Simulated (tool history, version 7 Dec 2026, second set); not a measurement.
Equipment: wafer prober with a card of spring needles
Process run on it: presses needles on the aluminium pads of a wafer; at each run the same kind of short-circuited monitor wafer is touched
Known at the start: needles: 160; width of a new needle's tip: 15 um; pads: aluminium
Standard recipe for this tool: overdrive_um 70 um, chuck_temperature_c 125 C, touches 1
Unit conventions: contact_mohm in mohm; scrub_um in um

| run | hour | overdrive_um | chuck_temperature_c | touches | contact_mohm | scrub_um |
|---|---|---|---|---|---|---|
| 1 | 0.0 | 70 | 125 | 1 | 289 | 17.02 |
|  | 10.1 | tips cleaned on abrasive film |
|  | 25.9 | tips cleaned on abrasive film |
|  | 41.4 | tips cleaned on abrasive film |
| 2 | 41.4 | 61 | 125 | 1 | 294 | 14.95 |
|  | 57.7 | tips cleaned on abrasive film |
|  | 71.1 | tips cleaned on abrasive film |
|  | 71.4 | height of the first contact set anew |
|  | 88.2 | tips cleaned on abrasive film |
| 3 | 89.6 | 61 | 125 | 1 | 293 | 14.71 |
|  | 102.9 | tips cleaned on abrasive film |
|  | 119.6 | tips cleaned on abrasive film |
| 4 | 123.3 | 70 | 125 | 1 | 288 | 17.01 |
|  | 133.4 | tips cleaned on abrasive film |
|  | 150.1 | tips cleaned on abrasive film |
|  | 166.3 | tips cleaned on abrasive film |
| 5 | 178.2 | 70 | 125 | 1 | 288 | 16.97 |
|  | 181.6 | tips cleaned on abrasive film |
|  | 198.3 | tips cleaned on abrasive film |
|  | 214.9 | tips cleaned on abrasive film |
| 6 | 222.3 | 70 | 105 | 1 | 283 | 16.99 |
|  | 229.1 | tips cleaned on abrasive film |
|  | 245.8 | tips cleaned on abrasive film |
|  | 262.2 | tips cleaned on abrasive film |
|  | 278.7 | tips cleaned on abrasive film |
| 7 | 280.5 | 70 | 105 | 1 | 286 | 16.84 |
|  | 293.9 | tips cleaned on abrasive film |
|  | 310.6 | tips cleaned on abrasive film |
| 8 | 310.6 | 70 | 105 | 1 | 286 | 16.90 |
|  | 326.8 | tips cleaned on abrasive film |
|  | 343.5 | tips cleaned on abrasive film |
|  | 360.2 | tips cleaned on abrasive film |
|  | 373.8 | height of the first contact set anew |
|  | 374.6 | tips cleaned on abrasive film |
| 9 | 374.6 | 70 | 105 | 1 | 278 | 16.94 |
|  | 391.4 | tips cleaned on abrasive film |
|  | 408.1 | tips cleaned on abrasive film |
| 10 | 417.2 | 70 | 105 | 1 | 281 | 16.71 |
|  | 423.9 | tips cleaned on abrasive film |
|  | 440.3 | tips cleaned on abrasive film |
|  | 456.8 | tips cleaned on abrasive film |
|  | 473.2 | tips cleaned on abrasive film |
| 11 | 485.1 | 70 | 105 | 1 | 285 | 17.00 |
|  | 488.5 | tips cleaned on abrasive film |
|  | 505.0 | tips cleaned on abrasive film |
|  | 520.8 | tips cleaned on abrasive film |
| 12 | 528.4 | 82 | 125 | 1 | 288 | 19.77 |
|  | 534.3 | tips cleaned on abrasive film |
|  | 547.7 | tips cleaned on abrasive film |
|  | 564.4 | tips cleaned on abrasive film |
|  | 580.2 | tips cleaned on abrasive film |
| 13 | 590.6 | 70 | 125 | 1 | 291 | 16.76 |
|  | 594.0 | tips cleaned on abrasive film |
|  | 610.7 | tips cleaned on abrasive film |
|  | 627.5 | tips cleaned on abrasive film |
| 14 | 633.7 | 70 | 125 | 1 | 288 | 16.74 |
|  | 643.7 | tips cleaned on abrasive film |
|  | 660.5 | tips cleaned on abrasive film |
|  | 676.6 | tips cleaned on abrasive film |
|  | 676.9 | height of the first contact set anew |
| 15 | 690.0 | 68 | 125 | 2 | 295 | 16.34 |
|  | 693.4 | tips cleaned on abrasive film |
|  | 709.9 | tips cleaned on abrasive film |
|  | 725.1 | tips cleaned on abrasive film |
| 16 | 725.1 | 82 | 125 | 2 | 284 | 19.65 |
|  | 741.5 | tips cleaned on abrasive film |
|  | 757.6 | tips cleaned on abrasive film |
|  | 774.4 | tips cleaned on abrasive film |
| 17 | 778.2 | 77 | 41 | 1 | 264 | 18.26 |
|  | 788.3 | tips cleaned on abrasive film |
|  | 804.7 | tips cleaned on abrasive film |
| 18 | 814.8 | 77 | 41 | 1 | 259 | 18.35 |
|  | 818.2 | tips cleaned on abrasive film |
|  | 831.6 | tips cleaned on abrasive film |
|  | 848.3 | tips cleaned on abrasive film |
|  | 864.2 | tips cleaned on abrasive film |
| 19 | 864.2 | 70 | 40 | 1 | 265 | 16.61 |

For run 20, what comes out?
|  | 880.9 | tips cleaned on abrasive film |
|  | 897.1 | tips cleaned on abrasive film |
| 20 | 901.3 | 70 | 125 | 1 | ? | ? |

contact_mohm: 294 mohm
scrub_um: 16.65 um
Without the tool's hidden state the same run would have given contact_mohm 294 mohm, scrub_um 17.14 um.
